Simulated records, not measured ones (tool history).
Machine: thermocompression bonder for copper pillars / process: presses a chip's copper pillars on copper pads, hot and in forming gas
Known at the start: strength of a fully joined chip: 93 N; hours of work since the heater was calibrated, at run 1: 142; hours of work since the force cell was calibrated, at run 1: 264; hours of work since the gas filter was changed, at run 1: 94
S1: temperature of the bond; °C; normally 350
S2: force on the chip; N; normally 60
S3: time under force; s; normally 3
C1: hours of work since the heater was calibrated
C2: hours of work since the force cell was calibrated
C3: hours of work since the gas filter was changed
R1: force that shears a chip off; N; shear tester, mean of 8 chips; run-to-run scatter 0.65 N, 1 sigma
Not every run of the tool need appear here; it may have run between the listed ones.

{"run": 1, "hour": 0.0, "S1": 350, "S2": 60, "S3": 3, "C1": 142, "C2": 264, "C3": 94, "R1": 38.2}
{"run": 2, "hour": 5.9, "S1": 350, "S2": 60, "S3": 2, "C1": 146, "C2": 268, "C3": 98, "R1": 33.5}
{"run": 3, "hour": 16.2, "S1": 350, "S2": 50, "S3": 3, "C1": 153, "C2": 275, "C3": 105, "R1": 31.5}
{"hour": 18.7, "done": "force cell calibrated"}
{"run": 4, "hour": 29.7, "S1": 350, "S2": 50, "S3": 3, "C1": 161, "C2": 8, "C3": 114, "R1": 31.9}
{"run": 5, "hour": 43.1, "S1": 350, "S2": 50, "S3": 3, "C1": 171, "C2": 17, "C3": 123, "R1": 31.8}
{"run": 6, "hour": 53.4, "S1": 350, "S2": 50, "S3": 3, "C1": 178, "C2": 25, "C3": 130, "R1": 31.5}
{"run": 7, "hour": 64.5, "S1": 350, "S2": 50, "S3": 3, "C1": 186, "C2": 32, "C3": 138, "R1": 32.5}
{"hour": 67.2, "done": "force cell calibrated, once more"}
{"run": 8, "hour": 73.3, "S1": 350, "S2": 50, "S3": 3, "C1": 191, "C2": 4, "C3": 143, "R1": 33.1}
{"run": 9, "hour": 82.8, "S1": 350, "S2": 69, "S3": 3, "C1": 198, "C2": 11, "C3": 150, "R1": 43.5}
{"run": 10, "hour": 91.7, "S1": 350, "S2": 41, "S3": 3, "C1": 204, "C2": 17, "C3": 156, "R1": 26.7}

Below are 3 alternative next runs, each starting from the tool's condition after run 10. Predict each:
{"run": "A", "hour": 99.9, "S1": 352, "S2": 59, "S3": 5, "C1": 210, "C2": 23, "C3": 162, "R1": "?"}
{"run": "B", "hour": 99.9, "S1": 362, "S2": 87, "S3": 2, "C1": 210, "C2": 23, "C3": 162, "R1": "?"}
{"run": "C", "hour": 99.9, "S1": 324, "S2": 53, "S3": 3, "C1": 210, "C2": 23, "C3": 162, "R1": "?"}

run=A R1=45.2
run=B R1=52.5
run=C R1=23.7
Had the tool no hidden state, the same runs would have come out as:
run=A R1=48.8
run=B R1=56.4
run=C R1=25.7

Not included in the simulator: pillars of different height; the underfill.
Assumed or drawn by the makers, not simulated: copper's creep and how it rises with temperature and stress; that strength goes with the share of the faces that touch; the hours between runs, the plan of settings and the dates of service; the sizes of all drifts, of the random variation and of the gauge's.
